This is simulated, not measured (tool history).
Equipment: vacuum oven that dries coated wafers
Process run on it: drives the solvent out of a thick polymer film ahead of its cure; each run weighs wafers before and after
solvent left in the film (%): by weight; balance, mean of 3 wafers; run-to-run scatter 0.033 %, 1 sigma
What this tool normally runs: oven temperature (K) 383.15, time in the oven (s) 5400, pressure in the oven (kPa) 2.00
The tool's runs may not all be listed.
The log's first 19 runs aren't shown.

| run | hour | oven temperature (K) | time in the oven (s) | pressure in the oven (kPa) | solvent left in the film (%) |
|---|---|---|---|---|---|
| 20 | 201.5 | 383.15 | 3060 | 2.00 | 3.12 |
| 21 | 215.8 | 383.15 | 3060 | 2.00 | 3.16 |
| 22 | 223.9 | 379.15 | 3360 | 1.24 | 3.28 |
| 23 | 238.3 | 380.15 | 5100 | 1.06 | 1.72 |
| 24 | 245.3 | 378.15 | 6600 | 4.49 | 3.13 |
| 25 | 257.2 | 379.15 | 5400 | 3.89 | 3.18 |
| 26 | 265.4 | 379.15 | 5400 | 3.89 | 3.09 |
| 27 | 277.0 | 379.15 | 5400 | 3.89 | 3.09 |
| 28 | 283.0 | 382.15 | 6300 | 1.05 | 1.13 |
| 29 | 290.9 | 388.15 | 4080 | 3.10 | 2.02 |
| 30 | 304.9 | 388.15 | 5040 | 5.37 | 2.47 |
| 31 | 317.4 | 388.15 | 5040 | 5.37 | 2.53 |
| 32 | 330.7 | 388.15 | 5040 | 5.37 | 2.50 |
| 33 | 343.3 | 368.15 | 5220 | 2.00 | 4.47 |
| 34 | 353.9 | 368.15 | 5220 | 2.00 | 4.44 |
| 35 | 361.2 | 383.15 | 6120 | 2.17 | 1.58 |
| 36 | 371.6 | 369.15 | 3600 | 2.03 | 5.62 |
| 37 | 378.9 | 369.15 | 3600 | 2.03 | 5.67 |
| 38 | 385.7 | 397.15 | 6480 | 1.37 | 0.49 |
| 39 | 398.4 | 383.15 | 6360 | 2.01 | 1.47 |
| 40 | 408.8 | 392.15 | 6360 | 2.32 | 0.87 |

Branching from run 40: 5 alternative next runs. What would each branch give?
| A | 416.7 | 392.15 | 2880 | 2.41 | ? |
| B | 416.7 | 372.15 | 4800 | 2.78 | ? |
| C | 416.7 | 373.15 | 5400 | 7.25 | ? |
| D | 416.7 | 379.15 | 6360 | 3.69 | ? |
| E | 416.7 | 373.15 | 6360 | 2.32 | ? |

| run | solvent left in the film (%) |
|---|---|
| A | 2.03 |
| B | 4.25 |
| C | 6.31 |
| D | 2.75 |
| E | 3.03 |
Without the tool's hidden state the same runs would have given:
| run | solvent left in the film (%) |
|---|---|
| A | 1.91 |
| B | 4.06 |
| C | 6.09 |
| D | 2.60 |
| E | 2.85 |

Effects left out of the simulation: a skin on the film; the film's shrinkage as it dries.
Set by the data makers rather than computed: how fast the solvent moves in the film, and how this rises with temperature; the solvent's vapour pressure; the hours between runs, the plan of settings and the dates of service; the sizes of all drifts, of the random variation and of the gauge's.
